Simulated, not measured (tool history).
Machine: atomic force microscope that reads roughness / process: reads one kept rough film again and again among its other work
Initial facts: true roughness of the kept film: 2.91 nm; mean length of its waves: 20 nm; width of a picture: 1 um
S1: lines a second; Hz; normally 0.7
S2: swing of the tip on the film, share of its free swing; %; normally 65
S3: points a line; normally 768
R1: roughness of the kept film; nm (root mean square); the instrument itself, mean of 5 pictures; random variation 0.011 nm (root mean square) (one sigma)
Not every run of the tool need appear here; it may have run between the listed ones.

run,hour,S1,S2,S3,R1
1,0,0.7,65,768,2.038
2,19.8,0.7,65,768,1.978
3,36.2,0.7,65,768,1.925
4,56.5,0.7,65,768,1.849
5,78.7,0.7,65,768,1.798
# hour 86.2: new tip fitted
6,93,0.7,65,768,2.421
7,109.1,0.7,65,768,2.341
8,125.1,0.7,65,768,2.283
9,137.1,0.7,65,768,2.212
10,148.3,0.7,65,768,2.175
11,157.9,0.7,65,768,2.128
12,169.7,0.7,65,768,2.08
13,185.1,3.837,65,412,1.861
14,200.2,1.403,58,665,1.941
15,218,1.403,58,665,1.894
16,240.3,1.272,65,701,1.81
17,262.1,0.583,77,516,1.734
# hour 266.4: new tip fitted
18,282.4,1.159,64,289,2.312
19,304.2,3.966,64,289,2.067
20,315.4,3.966,64,289,2.033
21,331.3,1.736,85,526,1.935
22,354.2,1.736,85,526,1.872
23,363.9,2.079,72,300,1.877
24,384,2.079,72,300,1.826

What if the next run were any one of these 4? Each begins from the tool's condition after run 24:
A,406.2,0.7,65,806,?
B,406.2,2.079,88,609,?
C,406.2,3.026,64,818,?
D,406.2,0.7,71,768,?

run,R1
A,1.903
B,1.635
C,1.808
D,1.892
With the hidden condition removed and each run's random variation left untouched, the same runs would have given:
run,R1
A,2.487
B,2.138
C,2.363
D,2.472
